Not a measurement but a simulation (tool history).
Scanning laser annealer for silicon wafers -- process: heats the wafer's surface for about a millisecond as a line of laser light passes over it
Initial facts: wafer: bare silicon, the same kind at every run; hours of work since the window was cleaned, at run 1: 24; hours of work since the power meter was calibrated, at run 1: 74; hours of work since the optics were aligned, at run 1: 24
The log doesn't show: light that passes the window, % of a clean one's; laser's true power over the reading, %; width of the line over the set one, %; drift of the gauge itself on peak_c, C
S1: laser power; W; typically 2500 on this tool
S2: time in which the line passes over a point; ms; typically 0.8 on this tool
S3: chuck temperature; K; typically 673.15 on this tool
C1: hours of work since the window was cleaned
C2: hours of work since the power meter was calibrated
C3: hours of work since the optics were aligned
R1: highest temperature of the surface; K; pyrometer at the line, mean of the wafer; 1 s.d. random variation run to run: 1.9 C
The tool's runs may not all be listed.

Run 1, hour 0: usual settings; C1 24; C2 74; C3 24. Result: R1 1444.15 K.
Run 2, hour 5.8: usual settings; C1 27; C2 76; C3 27. Result: R1 1442.15 K.
Run 3, hour 16.5: usual settings; C1 32; C2 81; C3 32. Result: R1 1447.15 K.
Run 4, hour 26.2: usual settings; C1 36; C2 86; C3 36. Result: R1 1445.15 K.
Run 5, hour 30.8: usual settings; C1 38; C2 88; C3 38. Result: R1 1446.15 K.
Run 6, hour 38.7: usual settings; C1 42; C2 91; C3 42. Result: R1 1447.15 K.
Run 7, hour 44.8: usual settings; C1 45; C2 94; C3 45. Result: R1 1443.15 K.
Run 8, hour 50.3: usual settings; C1 47; C2 97; C3 47. Result: R1 1443.15 K.
Run 9, hour 58.2: usual settings; C1 51; C2 100; C3 51. Result: R1 1449.15 K.
Run 10, hour 66.2: usual settings; C1 55; C2 104; C3 55. Result: R1 1442.15 K.
Run 11, hour 71.7: usual settings; C1 57; C2 106; C3 57. Result: R1 1442.15 K.
Run 12, hour 79.5: usual settings but S1 2457 W, S2 0.676 ms; C1 61; C2 110; C3 61. Result: R1 1361.15 K.
Run 13, hour 84.6: usual settings but S1 2457 W, S2 0.676 ms; C1 63; C2 112; C3 63. Result: R1 1363.15 K.
Run 14, hour 91.8: usual settings but S2 0.979 ms, S3 645.15 K; C1 66; C2 115; C3 66. Result: R1 1511.15 K.
Run 15, hour 100.8: usual settings but S2 0.973 ms, S3 665.15 K; C1 70; C2 120; C3 70. Result: R1 1525.15 K.
Run 16, hour 107.5: usual settings but S2 0.625 ms, S3 665.15 K; C1 73; C2 123; C3 73. Result: R1 1331.15 K.
Run 17, hour 116.8: usual settings but S1 2363 W, S2 0.691 ms, S3 683.15 K; C1 78; C2 127; C3 78. Result: R1 1355.15 K.
Run 18, hour 127.5: usual settings but S1 2519 W, S2 0.771 ms, S3 664.15 K; C1 82; C2 132; C3 82. Result: R1 1422.15 K.
Run 19, hour 132.2: usual settings but S1 2519 W, S2 0.771 ms, S3 664.15 K; C1 85; C2 134; C3 85. Result: R1 1421.15 K.
Run 20, hour 140.2: usual settings but S1 2168 W, S3 694.15 K; C1 88; C2 138; C3 88. Result: R1 1367.15 K.
Run 21, hour 151.4: usual settings but S1 2574 W, S2 0.586 ms, S3 703.15 K; C1 93; C2 143; C3 93. Result: R1 1360.15 K.

Some steps in R1 between neighbouring runs. How much of each would the tool show without its hidden state too (settings, what came in, random variation), and how much is left for the hidden state, with any gauge scatter that isn't in both results?
Run 3 -> 4: nothing adjusted, nothing logged. R1 -2 K: hidden state -1, all else -1.
Run 6 -> 7: nothing adjusted, nothing logged. R1 -4 K: hidden state +1, all else -5.
Run 13 -> 14: S1 2457 -> 2500, S2 0.676 -> 0.979, S3 673.15 -> 645.15. R1 +148 K: hidden state -1, all else +149.
Run 15 -> 16: S2 0.973 -> 0.625. R1 -194 K: hidden state +1, all else -195.
